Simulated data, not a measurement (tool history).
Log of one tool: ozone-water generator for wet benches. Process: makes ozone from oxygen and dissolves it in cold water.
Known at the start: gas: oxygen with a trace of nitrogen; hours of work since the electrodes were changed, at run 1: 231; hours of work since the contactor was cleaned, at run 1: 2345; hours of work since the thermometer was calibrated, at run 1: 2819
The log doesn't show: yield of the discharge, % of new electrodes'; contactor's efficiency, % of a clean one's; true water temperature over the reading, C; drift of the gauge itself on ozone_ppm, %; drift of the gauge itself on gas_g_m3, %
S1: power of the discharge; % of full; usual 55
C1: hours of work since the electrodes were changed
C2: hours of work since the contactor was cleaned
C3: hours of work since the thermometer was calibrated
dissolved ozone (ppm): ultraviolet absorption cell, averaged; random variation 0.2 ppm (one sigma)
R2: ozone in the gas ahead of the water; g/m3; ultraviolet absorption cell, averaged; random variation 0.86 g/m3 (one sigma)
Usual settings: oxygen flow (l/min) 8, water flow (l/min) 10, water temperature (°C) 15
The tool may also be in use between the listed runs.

Run 1, hour 0: usual settings; C1 231; C2 2345; C3 2819. Result: dissolved ozone (ppm) 28.9, R2 139.6 g/m3.
Run 2, hour 54: usual settings; C1 265; C2 2379; C3 2853. Result: dissolved ozone (ppm) 29.1, R2 139.1 g/m3.
Run 3, hour 107.3: usual settings; C1 298; C2 2413; C3 2887. Result: dissolved ozone (ppm) 28.9, R2 139.5 g/m3.
Run 4, hour 206.6: usual settings but water temperature (°C) 9; C1 361; C2 2476; C3 2950. Result: dissolved ozone (ppm) 33, R2 139.5 g/m3.
At hour 255.6: contactor cleaned.
Run 5, hour 310.2: usual settings but water temperature (°C) 9; C1 424; C2 34; C3 3012. Result: dissolved ozone (ppm) 33.2, R2 138.1 g/m3.
Run 6, hour 398.8: usual settings but water temperature (°C) 9; C1 479; C2 90; C3 3068. Result: dissolved ozone (ppm) 32.5, R2 138.4 g/m3.
At hour 417.1: contactor cleaned, once more.
Run 7, hour 486.8: usual settings but water temperature (°C) 9; C1 532; C2 44; C3 3121. Result: dissolved ozone (ppm) 32.7, R2 137.2 g/m3.
Run 8, hour 544.9: usual settings; C1 569; C2 81; C3 3158. Result: dissolved ozone (ppm) 29, R2 138.3 g/m3.
Run 9, hour 607.7: usual settings; C1 609; C2 120; C3 3197. Result: dissolved ozone (ppm) 28.9, R2 138.8 g/m3.
Run 10, hour 667: usual settings but oxygen flow (l/min) 11.07; C1 646; C2 157; C3 3235. Result: dissolved ozone (ppm) 25.5, R2 110.4 g/m3.
Run 11, hour 747.7: usual settings but oxygen flow (l/min) 11.07; C1 697; C2 208; C3 3285. Result: dissolved ozone (ppm) 25.5, R2 111.6 g/m3.
Run 12, hour 842.9: usual settings; C1 757; C2 268; C3 3345. Result: dissolved ozone (ppm) 28.8, R2 136.7 g/m3.
Run 13, hour 933.9: usual settings but water flow (l/min) 8, water temperature (°C) 19; C1 814; C2 326; C3 3403. Result: dissolved ozone (ppm) 29, R2 136.4 g/m3.
Run 14, hour 1020.6: usual settings but S1 52 % of full, oxygen flow (l/min) 5.34, water flow (l/min) 7, water temperature (°C) 21; C1 869; C2 380; C3 3457. Result: dissolved ozone (ppm) 33.3, R2 173.6 g/m3.
Run 15, hour 1082.9: usual settings but S1 52 % of full, oxygen flow (l/min) 5.34, water temperature (°C) 21; C1 908; C2 419; C3 3497. Result: dissolved ozone (ppm) 27.4, R2 174.5 g/m3.
Run 16, hour 1178.4: usual settings but S1 52 % of full, oxygen flow (l/min) 5.34, water temperature (°C) 16; C1 968; C2 480; C3 3557. Result: dissolved ozone (ppm) 30.5, R2 172.8 g/m3.
Run 17, hour 1244.7: usual settings but oxygen flow (l/min) 10.82, water flow (l/min) 13; C1 1010; C2 521; C3 3599. Result: dissolved ozone (ppm) 22.7, R2 111.8 g/m3.
Run 18, hour 1341.9: usual settings but S1 64 % of full, water temperature (°C) 22; C1 1071; C2 583; C3 3660. Result: dissolved ozone (ppm) 26.6, R2 148.1 g/m3.
Run 19, hour 1421.7: usual settings but S1 51 % of full, oxygen flow (l/min) 12.74, water temperature (°C) 7; C1 1121; C2 633; C3 3710. Result: dissolved ozone (ppm) 27.3, R2 95.2 g/m3.
Run 20, hour 1489.1: usual settings but S1 42 % of full, water flow (l/min) 9; C1 1164; C2 675; C3 3753. Result: dissolved ozone (ppm) 25.6, R2 113.6 g/m3.
Run 21, hour 1540.8: usual settings but S1 67 % of full, oxygen flow (l/min) 11.28, water flow (l/min) 13, water temperature (°C) 12; C1 1196; C2 708; C3 3785. Result: dissolved ozone (ppm) 26.9, R2 120.4 g/m3.
Run 22, hour 1640.7: usual settings but S1 67 % of full, oxygen flow (l/min) 11.28, water flow (l/min) 13, water temperature (°C) 12; C1 1259; C2 771; C3 3848. Result: dissolved ozone (ppm) 26.8, R2 122.1 g/m3.
Run 23, hour 1730.7: usual settings but S1 67 % of full, oxygen flow (l/min) 11.28, water flow (l/min) 13, water temperature (°C) 12; C1 1316; C2 828; C3 3905. Result: dissolved ozone (ppm) 26.8, R2 121.9 g/m3.

5 ways to go on from here, each from the tool as it stands after run 23. What would each give?
Run A, hour 1778.9: usual settings but S1 67 % of full, oxygen flow (l/min) 11.28, water flow (l/min) 13, water temperature (°C) 13; C1 1346; C2 858; C3 3935. Result: dissolved ozone (ppm) ?, R2 ?.
Run B, hour 1778.9: usual settings but S1 79 % of full, oxygen flow (l/min) 12.35; C1 1346; C2 858; C3 3935. Result: dissolved ozone (ppm) ?, R2 ?.
Run C, hour 1778.9: usual settings but S1 67 % of full, oxygen flow (l/min) 7.92, water flow (l/min) 13, water temperature (°C) 12; C1 1346; C2 858; C3 3935. Result: dissolved ozone (ppm) ?, R2 ?.
Run D, hour 1778.9: usual settings but S1 77 % of full, water temperature (°C) 8; C1 1346; C2 858; C3 3935. Result: dissolved ozone (ppm) ?, R2 ?.
Run E, hour 1778.9: usual settings but oxygen flow (l/min) 6.56, water temperature (°C) 13; C1 1346; C2 858; C3 3935. Result: dissolved ozone (ppm) ?, R2 ?.

run  dissolved ozone (ppm)     R2
  A                     26  121.9
  B                   29.6  125.8
  C                   29.6  153.2
  D                   40.5  167.2
  E                   32.1  154.3
Without the tool's hidden state the same runs would have given:
run  dissolved ozone (ppm)     R2
  A                   27.6  128.2
  B                   31.6  133.1
  C                   31.3  161.1
  D                     43  176.6
  E                   33.7  161.2
